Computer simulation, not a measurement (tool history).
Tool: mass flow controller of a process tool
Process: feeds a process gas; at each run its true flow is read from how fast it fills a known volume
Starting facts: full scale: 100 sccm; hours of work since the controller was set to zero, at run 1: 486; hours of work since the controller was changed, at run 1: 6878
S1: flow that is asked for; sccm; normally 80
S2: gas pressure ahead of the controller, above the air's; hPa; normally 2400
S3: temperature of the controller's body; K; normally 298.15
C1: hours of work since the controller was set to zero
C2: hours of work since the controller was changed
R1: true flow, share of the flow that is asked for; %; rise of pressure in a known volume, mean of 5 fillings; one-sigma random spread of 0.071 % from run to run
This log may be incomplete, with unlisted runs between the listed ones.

run      day  S1    S2      S3    C1     C2      R1
  1    0.000  80  2400  298.15   486   6878  100.83
  2   23.625  80  2400  298.15   881   7272  100.98
  3   34.654  80  2400  309.15  1065   7456  101.39
  4   52.629  80  2400  301.15  1365   7756  101.29
  5   67.100  80  2400  301.15  1607   7998  101.34
  6   88.075  80  2400  298.15  1957   8348  101.32
  7  109.238  80  2400  298.15  2310   8701  101.41
  8  122.642  80  2400  298.15  2534   8925  101.49
  9  133.517  20  2400  298.15  2715   9107  103.17
 10  143.983  20  2400  298.15  2890   9281  103.30
 11  165.421  20  2400  298.15  3248   9639  103.56
 12  177.100  20  2400  298.15  3443   9834  103.68
 13  186.854  20  2400  298.15  3606   9997  103.78
 14  207.942  80  2400  298.15  3958  10349  102.07
 15  229.146  80  2400  300.15  4312  10703  102.14
 16  239.312  65  1870  299.15  4482  10873  102.45
 17  249.358  15  1430  298.15  4649  11041  106.45
 18  266.433  19  2570  313.15  4934  11326  105.82
 19  276.046  38  2110  313.15  5095  11486  104.00
 20  298.662  80  2030  296.15  5472  11864  102.55
 21  310.321  18  2130  294.15  5667  12058  106.30
     312.454  -- controller's zero set anew
 22  331.575  27  2400  308.15   319  12413  107.54
     345.550  -- controller exchanged for a calibrated one
 23  348.600  27  2400  302.15    51     51   99.84
 24  370.588  80  1410  298.15   418    418  100.15
 25  385.338  30  1460  302.15   664    664  100.55
     386.358  -- controller's zero set anew, once more
 26  408.883  70  2400  306.15   376   1057  100.39
 27  430.267  17  2720  297.15   733   1414  100.43
 28  441.958  37  1750  311.15   928   1609  100.90
 29  459.162  28  1450  308.15  1215   1896  101.23

Below are 5 alternative next runs, each starting from the tool's condition after run 29. Predict each:
  A  475.096  18  1570  293.15  1481  2162   ?
  B  475.096  28  1450  294.15  1481  2162   ?
  C  475.096  62  1560  303.15  1481  2162   ?
  D  475.096  98  2400  298.15  1481  2162   ?
  E  475.096  28  2150  307.15  1481  2162   ?

run      R1
  A  101.18
  B  100.87
  C  100.87
  D  100.37
  E  101.14
Take away the tool's hidden state, keep each run's random variation, and the runs would have read:
run      R1
  A   99.66
  B   99.79
  C  100.24
  D   99.87
  E  100.07
